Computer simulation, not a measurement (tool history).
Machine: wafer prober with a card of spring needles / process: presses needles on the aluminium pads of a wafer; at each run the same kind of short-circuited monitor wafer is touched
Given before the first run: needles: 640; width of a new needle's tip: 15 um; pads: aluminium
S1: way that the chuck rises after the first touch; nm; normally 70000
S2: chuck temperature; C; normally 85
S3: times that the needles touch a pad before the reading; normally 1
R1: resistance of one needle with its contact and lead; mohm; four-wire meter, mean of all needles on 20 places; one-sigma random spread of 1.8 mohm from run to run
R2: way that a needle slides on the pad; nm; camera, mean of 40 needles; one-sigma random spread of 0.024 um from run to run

run,hour,S1,S2,S3,R1,R2
1,0,70000,85,1,187,12050
2,11.7,70000,85,1,190,12100
3,22.8,70000,85,1,190,12020
4,36.9,70000,85,1,188,12080
5,47.2,74000,85,1,186,12810
6,58.5,74000,85,1,187,12770
7,64.9,70000,85,1,190,12070
8,80.5,70000,30,2,174,12080
9,92.6,71000,58,3,183,12260
10,103.1,80000,58,1,182,13800
11,115,80000,58,1,179,13810
12,126.6,70000,29,1,178,12080
13,133.9,70000,29,1,174,12040

Not shown here: 4 entries made in the log between runs. Locate each between two listed runs and compare the hidden state at the listed run before it with the hidden state at the listed run after it:
Run 2 -> run 3: tips cleaned on abrasive film (hour 15.4)
  debris on the tips, nm: 0.5 -> 0.2
Run 4 -> run 5: tips cleaned on abrasive film (hour 46.2)
  debris on the tips, nm: 0.5 -> 0.1
Run 7 -> run 8: tips cleaned on abrasive film (hour 76.9)
  debris on the tips, nm: 0.4 -> 0.1
Run 10 -> run 11: tips cleaned on abrasive film (hour 107.3)
  debris on the tips, nm: 0.5 -> 0.2
